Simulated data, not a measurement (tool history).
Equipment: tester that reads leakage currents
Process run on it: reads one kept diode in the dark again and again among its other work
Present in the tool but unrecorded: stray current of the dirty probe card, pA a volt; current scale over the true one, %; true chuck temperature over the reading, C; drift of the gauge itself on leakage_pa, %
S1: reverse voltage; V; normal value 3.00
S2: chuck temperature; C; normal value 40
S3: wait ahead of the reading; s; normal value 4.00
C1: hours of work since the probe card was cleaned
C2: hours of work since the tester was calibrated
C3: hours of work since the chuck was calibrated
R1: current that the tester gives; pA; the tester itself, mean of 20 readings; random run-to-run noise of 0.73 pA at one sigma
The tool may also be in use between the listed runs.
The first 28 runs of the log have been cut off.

run     day     S1  S2    S3    C1    C2    C3       R1
 29  38.538  19.91  53  4.00  2305   964  1300  1592.61
 30  39.492  19.91  53  2.46  2319   978  1314  1594.25
 31  40.975   5.38  59  1.60  2341  1000  1335  1175.48
 32  42.333   3.00  36  0.53  2361  1019  1355   205.15
 33  44.138   7.20  27  0.53  2387  1046  1382   176.62
 34  45.621   1.29  24  4.10  2409  1068  1404    57.64
     46.842  -- probe card cleaned and baked
 35  47.350   6.69  32  2.77     7  1091  1427   225.61
 36  48.362   2.68  40  4.00    22  1106  1442   248.12
 37  49.429   6.38  46  8.09    38  1122  1458   565.79
 38  50.754   8.66  25  3.05    57  1141  1477   153.62
 39  52.158   8.66  25  3.05    78  1162  1498   154.33
 40  53.325   6.33  33  1.25    95  1179  1515   235.49
 41  54.896   8.53  30  4.00   118  1202  1538   220.29

Below are 3 alternative next runs, each starting from the tool's condition after run 41. Predict each:
  A  55.712  4.09  54  4.00  130  1214  1550   ?
  B  55.712  3.00  30  2.43  130  1214  1550   ?
  C  55.712  8.18  40  7.27  130  1214  1550   ?

run      R1
  A  749.93
  B  130.59
  C  427.13
What these runs would have given with no unlogged condition in the tool:
run      R1
  A  791.49
  B  139.00
  C  452.81

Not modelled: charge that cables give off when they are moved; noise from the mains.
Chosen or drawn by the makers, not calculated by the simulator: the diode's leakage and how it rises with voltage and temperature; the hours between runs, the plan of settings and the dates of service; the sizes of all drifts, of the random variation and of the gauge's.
